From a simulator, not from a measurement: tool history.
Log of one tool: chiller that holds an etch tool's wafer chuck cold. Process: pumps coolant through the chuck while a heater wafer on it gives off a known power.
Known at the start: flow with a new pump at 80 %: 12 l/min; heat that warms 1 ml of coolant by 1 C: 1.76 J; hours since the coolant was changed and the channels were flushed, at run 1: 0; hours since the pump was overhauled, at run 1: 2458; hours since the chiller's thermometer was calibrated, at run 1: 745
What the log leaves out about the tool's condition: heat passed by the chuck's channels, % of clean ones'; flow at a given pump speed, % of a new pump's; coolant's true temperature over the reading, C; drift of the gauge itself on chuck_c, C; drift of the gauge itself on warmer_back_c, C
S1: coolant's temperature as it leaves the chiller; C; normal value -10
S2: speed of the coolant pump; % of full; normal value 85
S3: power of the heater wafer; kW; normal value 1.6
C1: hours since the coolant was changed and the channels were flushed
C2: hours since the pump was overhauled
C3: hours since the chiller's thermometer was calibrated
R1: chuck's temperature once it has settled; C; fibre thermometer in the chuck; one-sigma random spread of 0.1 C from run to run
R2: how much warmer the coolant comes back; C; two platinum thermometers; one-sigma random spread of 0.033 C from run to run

run,hour,S1,S2,S3,C1,C2,C3,R1,R2
1,0,-10,85,1.6,0,2458,745,3.6,4.61
2,92.2,-10,85,1.6,92,2551,838,3.5,4.62
3,235.2,-10,73,1.6,235,2694,981,5.4,5.56
4,305.5,-10,73,1.6,306,2764,1051,5.7,5.6
5,403.2,-10,73,1.6,403,2862,1149,5.6,5.58
6,470.7,-10,73,1.6,471,2929,1216,5.7,5.63
7,551,-10,85,1.296,551,3009,1296,1.1,3.83
# hour 561.1: chiller's thermometer calibrated
8,636.8,-1,85,1.232,636,3094,76,9.4,3.68
9,755.7,-1,85,1.232,755,3213,195,9.7,3.67
10,830.6,-1,68,1.232,830,3288,269,11.9,4.7
11,953,-12,68,1.783,952,3410,392,6.8,6.85
# hour 973.3: chiller's thermometer calibrated, once more
12,1028.2,-12,68,2.327,1026,3485,55,13.1,8.93
13,1154.3,-10,94,2.258,1152,3611,181,8.6,6.24
14,1267.5,-10,94,2.258,1266,3724,294,9.1,6.32

Below are 5 alternative next runs, each starting from the tool's condition after run 14. Predict each:
A,1343.3,-12,68,1.427,1341,3800,370,?,?
B,1343.3,-10,85,0.869,1341,3800,370,?,?
C,1343.3,-10,85,0.908,1341,3800,370,?,?
D,1343.3,-10,85,1.486,1341,3800,370,?,?
E,1343.3,-20,71,2.312,1341,3800,370,?,?

run,R1,R2
A,3.7,5.53
B,-2.2,2.67
C,-2,2.8
D,3.6,4.59
E,4.6,8.56
What these runs would have given with no unlogged condition in the tool:
run,R1,R2
A,1.7,4.78
B,-3.2,2.31
C,-3.1,2.42
D,1.9,3.97
E,1.3,7.4

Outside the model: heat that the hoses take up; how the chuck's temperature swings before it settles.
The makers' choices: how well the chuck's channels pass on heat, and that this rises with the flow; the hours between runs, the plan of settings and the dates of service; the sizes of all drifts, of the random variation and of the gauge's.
